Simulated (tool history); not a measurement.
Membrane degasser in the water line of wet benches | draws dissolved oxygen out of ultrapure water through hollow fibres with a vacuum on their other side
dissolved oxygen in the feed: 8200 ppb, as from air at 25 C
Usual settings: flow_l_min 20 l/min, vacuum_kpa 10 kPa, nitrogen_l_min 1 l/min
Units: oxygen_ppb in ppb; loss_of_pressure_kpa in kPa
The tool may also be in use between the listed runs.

run	hour	flow_l_min	vacuum_kpa	nitrogen_l_min	oxygen_ppb	loss_of_pressure_kpa
1	0	20	10	1	294.3	27.62
2	128	20	10	1	295.7	28.06
3	183.7	20	10	1	297.6	27.98
4	277.4	16	10	1	245.3	22.31
5	405.2	16	10	1	244.5	22.23
6	478.4	16	10	1	243.2	22.37
7	601.7	20	10	1	298.8	28.1
8	677.8	20	10	1	297.5	27.89
9	794.6	20	10	1	296.7	27.87
10	847.6	20	10	1	297.6	27.92
11	958	14	10	1	216.2	19.67
12	1056.9	14	10	1	219	19.67
13	1157.4	14	10	1	219.2	19.61
14	1285.1	14	10	1	218.2	19.44
15	1402.5	14	10	1	219.1	19.49
16	1472.8	20	10	1	298.9	27.99
17	1550.8	24	22.6	1	932.9	33.85
18	1617.1	23	13.2	1	486.4	31.99
19	1675.8	16	6.3	1.3	91.1	22.36
20	1794.5	20	10	1.54	204.8	27.88
21	1922	20	14.5	0.76	608.7	27.93
22	1990.6	32	6.8	1.55	192.6	44.97
23	2101.4	15	6.8	0.79	155.1	21.17
24	2218.8	13	9.8	2.16	99	18.37
25	2276.3	13	9.8	2.16	98.5	18.52
26	2376.3	23	10	0.63	489.7	32.5
27	2487.8	23	10	0.63	493.8	32.1
28	2579	23	10	0.63	490.8	32.04
29	2652.1	27	10	1	396.2	37.79
30	2715.3	27	12.7	0.49	915.2	38.24
31	2789.4	31	13.7	2.2	357	43.77
32	2893.7	22	18.8	2.2	361.7	31.06

Hidden state or all else? Some run-to-run changes of oxygen_ppb, split into what the settings, what came in and random variation would give without the hidden state, and what is left for the hidden state (with any gauge scatter that isn't in both results):
The hidden state here: membrane still open, %; true pressure behind the membrane over the reading, kPa; air that leaks in behind the membrane, l/min; drift of the gauge itself on oxygen_ppb, %; drift of the gauge itself on loss_of_pressure_kpa, %.
Run 16 -> 17: flow_l_min 20 -> 24, vacuum_kpa 10 -> 22.6. oxygen_ppb +634 ppb: hidden state +2.5, all else +631.5.
Run 18 -> 19: flow_l_min 23 -> 16, vacuum_kpa 13.2 -> 6.3, nitrogen_l_min 1 -> 1.3. oxygen_ppb -395.3 ppb: hidden state -2.3, all else -393.
Run 25 -> 26: flow_l_min 13 -> 23, vacuum_kpa 9.8 -> 10, nitrogen_l_min 2.16 -> 0.63. oxygen_ppb +391.2 ppb: hidden state +3.2, all else +388.
Run 29 -> 30: vacuum_kpa 10 -> 12.7, nitrogen_l_min 1 -> 0.49. oxygen_ppb +519 ppb: hidden state -0.3, all else +519.3.
Run 30 -> 31: flow_l_min 27 -> 31, vacuum_kpa 12.7 -> 13.7, nitrogen_l_min 0.49 -> 2.2. oxygen_ppb -558.2 ppb: hidden state +0.8, all else -559.
